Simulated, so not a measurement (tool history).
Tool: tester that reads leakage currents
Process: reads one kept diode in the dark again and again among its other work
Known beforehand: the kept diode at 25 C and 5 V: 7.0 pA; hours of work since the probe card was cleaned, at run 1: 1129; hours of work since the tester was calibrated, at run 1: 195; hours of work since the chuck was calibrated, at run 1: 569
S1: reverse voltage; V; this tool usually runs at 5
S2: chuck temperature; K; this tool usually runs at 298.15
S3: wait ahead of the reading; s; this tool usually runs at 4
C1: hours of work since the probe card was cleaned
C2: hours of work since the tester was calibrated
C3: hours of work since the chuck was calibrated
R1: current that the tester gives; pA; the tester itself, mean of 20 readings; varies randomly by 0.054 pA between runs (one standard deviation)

run 1 hour=0 | S1=5 S2=298.15 S3=4 | C1=1129 C2=195 C3=569 | R1=14.44
run 2 hour=133.4 | S1=5 S2=298.15 S3=4 | C1=1211 C2=276 C3=650 | R1=14.89
run 3 hour=327.4 | S1=5 S2=326.15 S3=4 | C1=1329 C2=395 C3=769 | R1=74.77
-- hour=384.1 probe card cleaned and baked
run 4 hour=469.4 | S1=5 S2=302.15 S3=4 | C1=52 C2=480 C3=854 | R1=10.65
run 5 hour=659.1 | S1=5 S2=298.15 S3=1.48 | C1=168 C2=595 C3=969 | R1=8.6
run 6 hour=773.4 | S1=5 S2=298.15 S3=1.48 | C1=238 C2=665 C3=1039 | R1=9.04
run 7 hour=912.3 | S1=5 S2=302.15 S3=1.48 | C1=323 C2=750 C3=1124 | R1=12.59
run 8 hour=1032.4 | S1=5.2 S2=302.15 S3=1.48 | C1=396 C2=823 C3=1197 | R1=13.36
run 9 hour=1232.2 | S1=5.2 S2=302.15 S3=1.48 | C1=518 C2=946 C3=1320 | R1=14.15
run 10 hour=1326.5 | S1=5.2 S2=302.15 S3=1.48 | C1=576 C2=1003 C3=1377 | R1=14.5
run 11 hour=1483.6 | S1=5.2 S2=302.15 S3=1.48 | C1=672 C2=1099 C3=1473 | R1=15.17
run 12 hour=1632.6 | S1=5.2 S2=302.15 S3=1.48 | C1=763 C2=1190 C3=1564 | R1=15.85
run 13 hour=1738.7 | S1=5.2 S2=302.15 S3=1.48 | C1=828 C2=1255 C3=1629 | R1=16.13
run 14 hour=1905.2 | S1=14.05 S2=298.15 S3=4 | C1=929 C2=1357 C3=1731 | R1=29.2
run 15 hour=2097.9 | S1=14.05 S2=298.15 S3=4 | C1=1047 C2=1474 C3=1848 | R1=31.4
run 16 hour=2253.4 | S1=1.68 S2=298.15 S3=4 | C1=1142 C2=1569 C3=1943 | R1=6.65
run 17 hour=2385.9 | S1=5 S2=315.15 S3=4 | C1=1223 C2=1650 C3=2024 | R1=38.5
run 18 hour=2499 | S1=5 S2=315.15 S3=4 | C1=1292 C2=1719 C3=2093 | R1=38.72
-- hour=2614 probe card cleaned and baked
run 19 hour=2672 | S1=5 S2=315.15 S3=4 | C1=35 C2=1823 C3=2197 | R1=31.6
run 20 hour=2795.4 | S1=5 S2=315.15 S3=4 | C1=111 C2=1899 C3=2273 | R1=32
run 21 hour=2940.4 | S1=5 S2=321.15 S3=0.4 | C1=199 C2=1987 C3=2361 | R1=51.46
-- hour=3100 chuck's temperature calibrated
run 22 hour=3125 | S1=5 S2=318.15 S3=1.95 | C1=311 C2=2099 C3=15 | R1=43.74
run 23 hour=3227 | S1=14.48 S2=296.15 S3=0.89 | C1=373 C2=2161 C3=78 | R1=20.15
run 24 hour=3369.7 | S1=4.14 S2=298.15 S3=4.09 | C1=460 C2=2248 C3=165 | R1=9.87
-- hour=3444.3 chuck's temperature calibrated, once more
run 25 hour=3483.5 | S1=4.14 S2=298.15 S3=4.09 | C1=529 C2=2317 C3=24 | R1=8.95
run 26 hour=3673.2 | S1=5 S2=306.15 S3=4 | C1=645 C2=2432 C3=140 | R1=17.49
run 27 hour=3869.6 | S1=5 S2=306.15 S3=2.25 | C1=765 C2=2552 C3=260 | R1=18.46
run 28 hour=4040.7 | S1=5 S2=306.15 S3=2.25 | C1=869 C2=2657 C3=364 | R1=19.13
run 29 hour=4158.8 | S1=9.93 S2=298.15 S3=3.26 | C1=941 C2=2729 C3=437 | R1=21.49
run 30 hour=4256.3 | S1=9.93 S2=298.15 S3=3.26 | C1=1001 C2=2789 C3=496 | R1=22.22
run 31 hour=4391.3 | S1=3.91 S2=298.15 S3=3.26 | C1=1083 C2=2871 C3=579 | R1=11.29
run 32 hour=4481.8 | S1=3.91 S2=298.15 S3=3.26 | C1=1139 C2=2926 C3=634 | R1=11.62
run 33 hour=4681.9 | S1=5 S2=308.15 S3=0.61 | C1=1261 C2=3049 C3=756 | R1=24.47
run 34 hour=4792.3 | S1=7.42 S2=319.15 S3=1.55 | C1=1328 C2=3116 C3=824 | R1=60.76
-- hour=4840.1 probe card cleaned and baked
run 35 hour=4964.1 | S1=3.3 S2=308.15 S3=0.92 | C1=76 C2=3219 C3=927 | R1=14.04
run 36 hour=5084.8 | S1=1.12 S2=296.15 S3=4 | C1=149 C2=3293 C3=1000 | R1=2.91
run 37 hour=5253.7 | S1=3.65 S2=298.15 S3=0.81 | C1=253 C2=3396 C3=1104 | R1=7.58
run 38 hour=5387.1 | S1=3.65 S2=318.15 S3=0.81 | C1=334 C2=3478 C3=1185 | R1=32.85
run 39 hour=5504.2 | S1=3.65 S2=318.15 S3=0.81 | C1=406 C2=3549 C3=1257 | R1=33.31
run 40 hour=5601 | S1=8.56 S2=321.15 S3=4 | C1=465 C2=3608 C3=1316 | R1=67.92

Consider 3 possible next runs. They are alternatives, not a sequence: every one starts from the tool as it was left by run 40. What does each give?
run A hour=5784.4 | S1=4.45 S2=309.15 S3=0.91 | C1=577 C2=3720 C3=1428 | R1=?
run B hour=5784.4 | S1=5.26 S2=298.15 S3=1.2 | C1=577 C2=3720 C3=1428 | R1=?
run C hour=5784.4 | S1=3.26 S2=298.15 S3=6.02 | C1=577 C2=3720 C3=1428 | R1=?

run=A R1=20.79
run=B R1=11.46
run=C R1=8.12
Take away the tool's hidden state, keep each run's random variation, and the runs would have read:
run=A R1=16.86
run=B R1=7.56
run=C R1=5.62

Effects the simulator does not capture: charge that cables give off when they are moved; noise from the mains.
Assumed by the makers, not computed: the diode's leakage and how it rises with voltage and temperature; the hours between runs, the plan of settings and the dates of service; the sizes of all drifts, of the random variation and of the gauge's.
